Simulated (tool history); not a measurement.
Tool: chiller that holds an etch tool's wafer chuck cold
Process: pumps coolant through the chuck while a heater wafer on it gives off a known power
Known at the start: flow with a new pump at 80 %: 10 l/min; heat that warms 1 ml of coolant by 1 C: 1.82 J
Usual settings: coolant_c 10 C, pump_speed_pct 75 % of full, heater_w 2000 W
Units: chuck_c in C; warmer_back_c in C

run	hour	coolant_c	pump_speed_pct	heater_w	chuck_c	warmer_back_c
1	0.0	10	75	2000	25.6	7.27
2	94.8	10	75	2000	25.6	7.22
3	167.2	10	97	2000	22.0	5.52
4	258.7	10	97	2000	22.3	5.50
5	305.6	10	97	2000	22.3	5.55
6	414.0	10	75	2000	25.8	7.29
7	483.1	10	74	2000	26.0	7.42
8	582.9	10	85	2000	23.9	6.38
9	691.6	14	85	2000	27.8	6.36
10	781.5	14	85	2000	27.9	6.38
11	834.5	14	85	2000	27.8	6.38
12	891.3	10	75	2000	25.9	7.33
13	986.1	10	75	2000	26.0	7.36
14	1090.2	10	75	2000	25.9	7.35
15	1171.0	10	75	2000	26.1	7.45
16	1263.1	10	75	2000	25.9	7.46
17	1367.5	10	75	2000	25.9	7.40
18	1412.4	19	85	1636	30.5	5.30
19	1498.0	19	85	1636	30.6	5.29
20	1565.1	19	85	1636	30.5	5.29
21	1653.2	10	93	2035	23.2	5.95
22	1750.1	10	93	2035	23.1	6.05
23	1841.5	10	93	2035	23.2	5.98
24	1898.8	10	61	2000	30.0	9.51
25	2000.6	19	75	1116	27.9	4.22
# hour 2039.5: chiller's thermometer calibrated
26	2072.3	18	95	2882	36.6	8.34

Run 27 comes next. What will it give?
27	2172.9	2	86	1196	?	?

chuck_c: 10.6 C
warmer_back_c: 3.83 C
Without the tool's hidden state the same run would have given chuck_c 9.9 C, warmer_back_c 3.61 C.

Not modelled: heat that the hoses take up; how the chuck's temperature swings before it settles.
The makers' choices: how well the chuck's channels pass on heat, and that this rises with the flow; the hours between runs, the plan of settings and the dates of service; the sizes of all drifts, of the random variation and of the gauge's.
